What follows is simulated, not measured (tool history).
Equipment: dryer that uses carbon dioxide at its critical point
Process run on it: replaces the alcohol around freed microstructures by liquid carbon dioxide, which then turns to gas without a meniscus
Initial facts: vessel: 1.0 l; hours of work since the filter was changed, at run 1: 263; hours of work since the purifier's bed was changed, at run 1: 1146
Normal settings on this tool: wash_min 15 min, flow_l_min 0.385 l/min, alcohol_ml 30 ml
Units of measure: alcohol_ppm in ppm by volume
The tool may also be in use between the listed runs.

run     day  wash_min  flow_l_min  alcohol_ml  hours of work since the filter was changed  hours of work since the purifier's bed was changed  alcohol_ppm
  1       0        15       0.385          30                                         263                                                1146          473
  2   1.433        15       0.385          36                                         289                                                1172          601
      2.667  -- inlet filter changed
  3   2.908        15       0.359          30                                           4                                                1198          388
  4   4.283        15       0.385          44                                          29                                                1223          432
  5   5.529        15       0.385          44                                          52                                                1246          452
  6   6.554        15       0.385          44                                          71                                                1264          471
  7   7.362        15       0.385          44                                          86                                                1279          475
  8   8.192        15       0.232          30                                         101                                                1294         2056
  9   9.304        15       0.232          30                                         121                                                1314         2077
 10  10.142        15       0.385          30                                         136                                                1330          386
 11  10.975        15       0.385          30                                         151                                                1345          418
 12  11.825        15       0.385          30                                         167                                                1360          417
 13  12.762        15       0.385          30                                         184                                                1377          438
 14  13.958        15       0.339          30                                         206                                                1399          740
 15  15.283        15       0.385          30                                         230                                                1423          470
     16.754  -- purifier's bed changed
 16  16.871        15       0.385          30                                         256                                                   2          391
 17  18.312        15       0.385          30                                         283                                                  28          417
 18  19.296        15       0.385          25                                         301                                                  46          374
     19.933  -- inlet filter changed
 19  20.592        15       0.385          30                                          12                                                  69          226
 20  21.454        15       0.385          40                                          28                                                  85          305
 21  22.792        21       0.385          40                                          52                                                 109           59
 22  23.767        15       0.385          40                                          70                                                 127          340
 23  25.083        15       0.469         109                                          94                                                 151          330
 24    26.5        10       0.614          46                                         120                                                 177          281
 25  27.733        12       0.329          21                                         142                                                 199          959
 26  29.021        17       0.285          21                                         166                                                 223          525
 27  30.358        14       0.356          21                                         190                                                 247          461
 28  31.138        10       0.352          39                                         204                                                 261         2605
 29  32.196        10       0.352          39                                         223                                                 281         2740
 30  32.833        15       0.356          39                                         235                                                 292          713
 31  34.117        18       0.332          33                                         258                                                 316          417
 32  34.942        18       0.332          33                                         273                                                 331          446
 33  36.504        18       0.332          33                                         302                                                 359          476
     37.075  -- inlet filter changed
 34  37.667        17       0.576         114                                          11                                                 379           51
 35   39.15        14       0.316          48                                          38                                                 406         1230
 36  40.204        14       0.316          48                                          57                                                 426         1296
 37  41.738        14       0.316          48                                          85                                                 454         1332
 38  43.179        14       0.316          48                                         111                                                 480         1432
 39  43.846        16       0.239          48                                         123                                                 492         2449
 40  44.646        16       0.239          48                                         138                                                 507         2529
 41  46.188        16       0.239         109                                         166                                                 535         5739
 42  47.067        10        0.24          82                                         182                                                 551        13013

Each run again, without the hidden state but with its own random variation kept:
Hidden state present: flow that reaches the vessel past the clogged filter, %; alcohol in the recycled carbon dioxide, ppm; drift of the gauge itself on alcohol_ppm, %.
run  alcohol_ppm
  1          201
  2          252
  3          282
  4          303
  5          300
  6          302
  7          300
  8         1677
  9         1650
 10          194
 11          209
 12          201
 13          210
 14          398
 15          198
 16          202
 17          201
 18          178
 19          210
 20          274
 21           40
 22          272
 23          233
 24          188
 25          736
 26          353
 27          285
 28         1873
 29         1908
 30          394
 31          192
 32          206
 33          203
 34           16
 35         1099
 36         1120
 37         1093
 38         1122
 39         1963
 40         1979
 41         4331
 42        10742
